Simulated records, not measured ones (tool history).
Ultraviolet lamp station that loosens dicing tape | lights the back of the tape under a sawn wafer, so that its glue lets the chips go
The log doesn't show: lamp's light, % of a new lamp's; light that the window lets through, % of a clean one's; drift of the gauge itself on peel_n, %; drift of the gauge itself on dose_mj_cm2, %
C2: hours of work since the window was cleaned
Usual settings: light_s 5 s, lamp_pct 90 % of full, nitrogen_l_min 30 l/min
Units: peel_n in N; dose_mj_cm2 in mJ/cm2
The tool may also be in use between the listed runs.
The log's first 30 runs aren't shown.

At day 7.938: window cleaned of glue's vapour, once more.
Run 31, day 8.146: usual settings but light_s 7 s, lamp_pct 61 % of full, nitrogen_l_min 36 l/min; hours of work of the lamp 122; C2 2. Result: peel_n 0.114 N, dose_mj_cm2 386 mJ/cm2.
Run 32, day 8.421: usual settings but light_s 7 s, lamp_pct 64 % of full, nitrogen_l_min 36 l/min; hours of work of the lamp 125; C2 5. Result: peel_n 0.097 N, dose_mj_cm2 400 mJ/cm2.
Run 33, day 8.783: usual settings but light_s 7 s, lamp_pct 75 % of full, nitrogen_l_min 36 l/min; hours of work of the lamp 129; C2 9. Result: peel_n 0.076 N, dose_mj_cm2 469 mJ/cm2.
Run 34, day 9.004: usual settings but lamp_pct 84 % of full, nitrogen_l_min 28 l/min; hours of work of the lamp 132; C2 12. Result: peel_n 0.144 N, dose_mj_cm2 374 mJ/cm2.
Run 35, day 9.167: usual settings but lamp_pct 84 % of full, nitrogen_l_min 28 l/min; hours of work of the lamp 133; C2 14. Result: peel_n 0.151 N, dose_mj_cm2 367 mJ/cm2.
Run 36, day 9.4: usual settings but light_s 10 s, lamp_pct 87 % of full, nitrogen_l_min 9 l/min; hours of work of the lamp 136; C2 16. Result: peel_n 0.089 N, dose_mj_cm2 777 mJ/cm2.
Run 37, day 9.746: usual settings but light_s 7 s, lamp_pct 72 % of full; hours of work of the lamp 140; C2 20. Result: peel_n 0.096 N, dose_mj_cm2 444 mJ/cm2.
Run 38, day 10.108: usual settings but light_s 7 s, lamp_pct 72 % of full; hours of work of the lamp 144; C2 24. Result: peel_n 0.104 N, dose_mj_cm2 444 mJ/cm2.
Run 39, day 10.462: usual settings but light_s 3 s, lamp_pct 66 % of full, nitrogen_l_min 18 l/min; hours of work of the lamp 148; C2 28. Result: peel_n 1.039 N, dose_mj_cm2 175 mJ/cm2.
Run 40, day 10.696: usual settings but light_s 2 s, lamp_pct 74 % of full, nitrogen_l_min 25 l/min; hours of work of the lamp 150; C2 31. Result: peel_n 1.221 N, dose_mj_cm2 130 mJ/cm2.
Run 41, day 11.021: usual settings but light_s 2 s, lamp_pct 74 % of full, nitrogen_l_min 25 l/min; hours of work of the lamp 154; C2 34. Result: peel_n 1.255 N, dose_mj_cm2 131 mJ/cm2.
Run 42, day 11.317: usual settings but light_s 2 s, lamp_pct 74 % of full, nitrogen_l_min 25 l/min; hours of work of the lamp 157; C2 37. Result: peel_n 1.248 N, dose_mj_cm2 130 mJ/cm2.
Run 43, day 11.642: usual settings but light_s 8 s, lamp_pct 72 % of full, nitrogen_l_min 48 l/min; hours of work of the lamp 161; C2 41. Result: peel_n 0.067 N, dose_mj_cm2 496 mJ/cm2.

Forecast each of these 4 alternatives for the next run:
Run A, day 11.804: usual settings but light_s 3 s, lamp_pct 72 % of full, nitrogen_l_min 14 l/min; hours of work of the lamp 163; C2 43. Result: peel_n ?, dose_mj_cm2 ?.
Run B, day 11.804: usual settings but light_s 4 s; hours of work of the lamp 163; C2 43. Result: peel_n ?, dose_mj_cm2 ?.
Run C, day 11.804: usual settings but light_s 3 s; hours of work of the lamp 163; C2 43. Result: peel_n ?, dose_mj_cm2 ?.
Run D, day 11.804: usual settings but light_s 2 s, lamp_pct 63 % of full, nitrogen_l_min 9 l/min; hours of work of the lamp 163; C2 43. Result: peel_n ?, dose_mj_cm2 ?.

run  peel_n  dose_mj_cm2
  A   1.098          189
  B   0.217          316
  C    0.42          231
  D   2.129          109
Without the tool's hidden state the same runs would have given:
run  peel_n  dose_mj_cm2
  A   0.958          208
  B   0.172          348
  C   0.341          255
  D   1.987          120
